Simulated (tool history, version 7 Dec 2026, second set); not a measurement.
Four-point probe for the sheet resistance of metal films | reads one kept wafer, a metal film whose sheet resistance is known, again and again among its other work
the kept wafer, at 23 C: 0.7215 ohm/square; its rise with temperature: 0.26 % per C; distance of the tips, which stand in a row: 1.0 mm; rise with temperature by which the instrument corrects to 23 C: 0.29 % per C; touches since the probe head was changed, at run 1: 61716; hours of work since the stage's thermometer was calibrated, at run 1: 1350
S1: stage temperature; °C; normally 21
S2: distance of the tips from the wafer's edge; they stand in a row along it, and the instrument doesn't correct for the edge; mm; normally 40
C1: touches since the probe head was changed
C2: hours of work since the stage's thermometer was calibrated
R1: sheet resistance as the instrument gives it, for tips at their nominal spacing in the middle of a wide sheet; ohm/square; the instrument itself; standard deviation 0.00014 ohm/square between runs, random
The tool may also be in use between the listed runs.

run	hour	S1	S2	C1	C2	R1
1	0.0	21	40	61716	1350	0.721852
2	27.0	21	40	62994	1365	0.721883
3	58.8	21	40	64494	1383	0.722168
4	82.6	21	8	65620	1396	0.727690
5	117.9	29	40	67286	1416	0.720527
6	146.8	29	40	68651	1432	0.720783
7	177.0	29	40	70078	1448	0.720516
8	210.2	29	40	71648	1467	0.720469
9	240.2	29	40	73063	1483	0.720471
10	277.9	29	40	74844	1504	0.720824
11	327.0	29	40	77167	1531	0.720382
12	357.3	21	4	78598	1548	0.745374
13	397.4	21	40	80491	1570	0.722199
14	440.0	26	40	82502	1593	0.721168
15	493.3	21	4	85022	1623	0.745458
16	544.7	34	40	87452	1651	0.719844
# hour 570.5: stage's thermometer calibrated
17	573.1	34	40	88769	1	0.719864
18	617.7	21	40	90878	26	0.722235
19	644.4	21	40	92137	41	0.722225
20	688.1	21	40	94205	65	0.721979
21	741.3	21	61	96716	94	0.721966
22	789.3	21	61	98984	121	0.722168
23	842.8	27	7	101512	150	0.728510
24	872.5	23	6	102913	167	0.732161
25	905.4	23	6	104470	185	0.732099
26	928.0	25	49	105537	197	0.721371
27	957.7	25	49	106942	214	0.721166
28	987.7	20	11	108359	230	0.725080
29	1027.6	21	4	110242	252	0.745338
30	1060.1	21	4	111781	270	0.745661
31	1082.5	26	4	112835	283	0.744494
32	1124.4	19	16	114818	306	0.723795
33	1170.3	27	12	116987	331	0.723558
34	1212.8	32	40	118994	355	0.720151
35	1243.6	32	49	120447	372	0.720012
36	1266.8	22	49	121542	384	0.721778
37	1296.2	21	52	122932	401	0.721588
38	1333.2	21	52	124680	421	0.722196
39	1362.4	34	52	126060	437	0.719715
40	1390.7	26	52	127397	453	0.721031
41	1419.0	22	13	128736	468	0.723856
42	1440.7	31	10	129762	480	0.723841
43	1485.5	30	43	131875	505	0.720300
44	1529.3	22	25	133947	529	0.722162

Forecast each of these 5 alternatives for the next run:
A	1559.1	20	34	135353	546	?
B	1559.1	19	40	135353	546	?
C	1559.1	24	4	135353	546	?
D	1559.1	19	7	135353	546	?
E	1559.1	19	6	135353	546	?

run	R1
A	0.722344
B	0.722429
C	0.744941
D	0.730274
E	0.732891
Without the tool's unlogged condition, the same runs would have read:
run	R1
A	0.722343
B	0.722427
C	0.744940
D	0.730273
E	0.732890
